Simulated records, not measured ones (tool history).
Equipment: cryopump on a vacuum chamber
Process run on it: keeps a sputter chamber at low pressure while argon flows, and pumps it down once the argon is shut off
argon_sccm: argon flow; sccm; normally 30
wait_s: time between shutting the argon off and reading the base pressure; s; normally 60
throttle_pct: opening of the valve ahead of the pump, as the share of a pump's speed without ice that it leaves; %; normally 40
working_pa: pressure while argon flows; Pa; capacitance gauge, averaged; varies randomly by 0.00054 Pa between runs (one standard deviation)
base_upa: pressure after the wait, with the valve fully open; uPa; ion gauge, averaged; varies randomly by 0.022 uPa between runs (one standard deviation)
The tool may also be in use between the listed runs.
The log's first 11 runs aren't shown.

| run | hour | argon_sccm | wait_s | throttle_pct | working_pa | base_upa |
|---|---|---|---|---|---|---|
| 12 | 867.7 | 22 | 60 | 40 | 0.0414 | 1.45 |
| 13 | 931.7 | 45 | 60 | 40 | 0.0839 | 1.43 |
| 14 | 1041.5 | 45 | 60 | 40 | 0.0844 | 1.46 |
| 15 | 1151.0 | 30 | 60 | 40 | 0.0573 | 1.65 |
| 16 | 1198.4 | 30 | 60 | 40 | 0.0575 | 1.66 |
| 17 | 1280.1 | 22 | 60 | 40 | 0.0419 | 1.76 |
|  | 1341.9 | pump warmed up, emptied and cooled again |
| 18 | 1395.8 | 56 | 60 | 37 | 0.1075 | 1.55 |
| 19 | 1448.7 | 46 | 39 | 37 | 0.0870 | 1.89 |
|  | 1510.7 | leaking fittings of the chamber tightened, without venting |
| 20 | 1552.4 | 46 | 39 | 37 | 0.0907 | 0.87 |
| 21 | 1643.1 | 46 | 39 | 37 | 0.0901 | 0.93 |
| 22 | 1712.9 | 46 | 39 | 37 | 0.0904 | 0.96 |
| 23 | 1823.4 | 49 | 208 | 34 | 0.1057 | 0.44 |
| 24 | 1871.6 | 49 | 208 | 34 | 0.1052 | 0.50 |
| 25 | 1967.7 | 30 | 229 | 34 | 0.0651 | 0.50 |
| 26 | 2068.7 | 15 | 86 | 22 | 0.0497 | 0.76 |
| 27 | 2148.9 | 15 | 178 | 29 | 0.0396 | 0.69 |
| 28 | 2227.5 | 15 | 178 | 29 | 0.0390 | 0.74 |
| 29 | 2274.5 | 15 | 178 | 36 | 0.0316 | 0.73 |
| 30 | 2329.1 | 15 | 256 | 23 | 0.0480 | 0.73 |
|  | 2354.1 | pump warmed up, emptied and cooled again |
| 31 | 2441.9 | 24 | 22 | 40 | 0.0425 | 1.82 |
| 32 | 2494.8 | 15 | 31 | 40 | 0.0272 | 1.48 |
| 33 | 2557.0 | 27 | 36 | 46 | 0.0426 | 1.39 |

3 options for the next run, each taken on its own from the tool as it stands now. Forecast them:
| A | 2631.1 | 23 | 89 | 21 | ? | ? |
| B | 2631.1 | 30 | 121 | 40 | ? | ? |
| C | 2631.1 | 30 | 58 | 40 | ? | ? |

| run | working_pa | base_upa |
|---|---|---|
| A | 0.0775 | 1.05 |
| B | 0.0548 | 0.88 |
| C | 0.0542 | 1.12 |
Had the tool no hidden state, the same runs would have come out as:
| run | working_pa | base_upa |
|---|---|---|
| A | 0.0753 | 0.46 |
| B | 0.0519 | 0.30 |
| C | 0.0513 | 0.56 |
